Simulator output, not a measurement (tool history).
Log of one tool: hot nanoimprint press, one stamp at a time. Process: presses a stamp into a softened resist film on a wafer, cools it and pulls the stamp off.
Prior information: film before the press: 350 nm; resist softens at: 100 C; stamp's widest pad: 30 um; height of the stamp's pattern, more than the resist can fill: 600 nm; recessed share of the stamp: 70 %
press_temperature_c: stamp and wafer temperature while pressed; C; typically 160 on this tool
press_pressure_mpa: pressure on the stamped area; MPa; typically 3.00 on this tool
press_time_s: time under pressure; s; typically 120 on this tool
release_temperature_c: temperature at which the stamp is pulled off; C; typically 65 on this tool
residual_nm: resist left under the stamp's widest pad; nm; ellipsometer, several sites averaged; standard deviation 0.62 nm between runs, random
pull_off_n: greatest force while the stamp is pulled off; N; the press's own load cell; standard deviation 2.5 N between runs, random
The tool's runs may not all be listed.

run 1 hour=0.0 | press_temperature_c=160 press_pressure_mpa=3.00 press_time_s=120 release_temperature_c=65 | residual_nm=144.6 pull_off_n=151
run 2 hour=28.1 | press_temperature_c=160 press_pressure_mpa=3.00 press_time_s=120 release_temperature_c=65 | residual_nm=145.5 pull_off_n=158
run 3 hour=74.8 | press_temperature_c=170 press_pressure_mpa=3.00 press_time_s=120 release_temperature_c=65 | residual_nm=97.8 pull_off_n=164
run 4 hour=107.1 | press_temperature_c=160 press_pressure_mpa=4.71 press_time_s=120 release_temperature_c=65 | residual_nm=115.7 pull_off_n=163
run 5 hour=156.3 | press_temperature_c=160 press_pressure_mpa=3.79 press_time_s=120 release_temperature_c=65 | residual_nm=130.4 pull_off_n=169
run 6 hour=185.5 | press_temperature_c=160 press_pressure_mpa=3.79 press_time_s=120 release_temperature_c=65 | residual_nm=131.5 pull_off_n=169
-- hour=201.8 press's hydraulic seals changed and the load cell set to zero
run 7 hour=224.7 | press_temperature_c=152 press_pressure_mpa=3.00 press_time_s=120 release_temperature_c=65 | residual_nm=196.0 pull_off_n=173
-- hour=254.1 plate thermocouple calibrated
run 8 hour=260.3 | press_temperature_c=152 press_pressure_mpa=3.00 press_time_s=120 release_temperature_c=65 | residual_nm=200.7 pull_off_n=177
run 9 hour=286.6 | press_temperature_c=167 press_pressure_mpa=3.00 press_time_s=120 release_temperature_c=65 | residual_nm=111.3 pull_off_n=185
run 10 hour=321.1 | press_temperature_c=172 press_pressure_mpa=3.00 press_time_s=120 release_temperature_c=65 | residual_nm=92.6 pull_off_n=180
run 11 hour=364.4 | press_temperature_c=172 press_pressure_mpa=3.00 press_time_s=120 release_temperature_c=65 | residual_nm=92.0 pull_off_n=187
run 12 hour=412.5 | press_temperature_c=172 press_pressure_mpa=3.00 press_time_s=120 release_temperature_c=65 | residual_nm=93.9 pull_off_n=193
run 13 hour=441.1 | press_temperature_c=172 press_pressure_mpa=3.00 press_time_s=120 release_temperature_c=65 | residual_nm=93.9 pull_off_n=199
run 14 hour=469.4 | press_temperature_c=172 press_pressure_mpa=3.00 press_time_s=120 release_temperature_c=65 | residual_nm=94.3 pull_off_n=201
-- hour=503.4 plate thermocouple calibrated, once more
run 15 hour=508.2 | press_temperature_c=172 press_pressure_mpa=3.00 press_time_s=120 release_temperature_c=65 | residual_nm=85.9 pull_off_n=205
run 16 hour=547.7 | press_temperature_c=172 press_pressure_mpa=3.00 press_time_s=120 release_temperature_c=65 | residual_nm=86.6 pull_off_n=198
run 17 hour=583.4 | press_temperature_c=171 press_pressure_mpa=3.00 press_time_s=72 release_temperature_c=57 | residual_nm=109.3 pull_off_n=229
-- hour=603.2 stamp cleaned and given a new release coat
run 18 hour=618.2 | press_temperature_c=171 press_pressure_mpa=3.00 press_time_s=72 release_temperature_c=57 | residual_nm=110.2 pull_off_n=126
run 19 hour=653.1 | press_temperature_c=171 press_pressure_mpa=3.00 press_time_s=72 release_temperature_c=57 | residual_nm=109.7 pull_off_n=123
run 20 hour=686.0 | press_temperature_c=171 press_pressure_mpa=3.00 press_time_s=72 release_temperature_c=57 | residual_nm=110.0 pull_off_n=132
run 21 hour=710.4 | press_temperature_c=171 press_pressure_mpa=3.00 press_time_s=72 release_temperature_c=57 | residual_nm=110.4 pull_off_n=130
run 22 hour=741.4 | press_temperature_c=171 press_pressure_mpa=3.00 press_time_s=72 release_temperature_c=57 | residual_nm=111.8 pull_off_n=130
run 23 hour=771.3 | press_temperature_c=160 press_pressure_mpa=3.00 press_time_s=119 release_temperature_c=52 | residual_nm=139.5 pull_off_n=149
run 24 hour=819.7 | press_temperature_c=160 press_pressure_mpa=3.00 press_time_s=119 release_temperature_c=52 | residual_nm=140.2 pull_off_n=145
run 25 hour=851.7 | press_temperature_c=155 press_pressure_mpa=3.00 press_time_s=119 release_temperature_c=52 | residual_nm=169.8 pull_off_n=148
run 26 hour=897.5 | press_temperature_c=155 press_pressure_mpa=3.00 press_time_s=119 release_temperature_c=52 | residual_nm=170.9 pull_off_n=156
run 27 hour=930.7 | press_temperature_c=155 press_pressure_mpa=3.00 press_time_s=119 release_temperature_c=52 | residual_nm=171.7 pull_off_n=160
run 28 hour=965.6 | press_temperature_c=159 press_pressure_mpa=3.00 press_time_s=119 release_temperature_c=52 | residual_nm=146.4 pull_off_n=164
run 29 hour=987.6 | press_temperature_c=166 press_pressure_mpa=1.87 press_time_s=170 release_temperature_c=50 | residual_nm=123.5 pull_off_n=167
run 30 hour=1033.0 | press_temperature_c=150 press_pressure_mpa=2.00 press_time_s=170 release_temperature_c=50 | residual_nm=220.8 pull_off_n=169

Here are 4 independent what-if runs from the current tool condition. What would each one return?
run A hour=1084.4 | press_temperature_c=151 press_pressure_mpa=3.00 press_time_s=120 release_temperature_c=54 | residual_nm=? pull_off_n=?
run B hour=1084.4 | press_temperature_c=150 press_pressure_mpa=4.49 press_time_s=170 release_temperature_c=50 | residual_nm=? pull_off_n=?
run C hour=1084.4 | press_temperature_c=163 press_pressure_mpa=2.00 press_time_s=170 release_temperature_c=50 | residual_nm=? pull_off_n=?
run D hour=1084.4 | press_temperature_c=153 press_pressure_mpa=3.00 press_time_s=93 release_temperature_c=65 | residual_nm=? pull_off_n=?

run=A residual_nm=203.0 pull_off_n=174
run=B residual_nm=157.1 pull_off_n=183
run=C residual_nm=136.1 pull_off_n=177
run=D residual_nm=202.6 pull_off_n=157
With no hidden state in the tool, these same runs would have given:
run=A residual_nm=193.2 pull_off_n=128
run=B residual_nm=147.2 pull_off_n=135
run=C residual_nm=129.8 pull_off_n=131
run=D residual_nm=193.1 pull_off_n=115
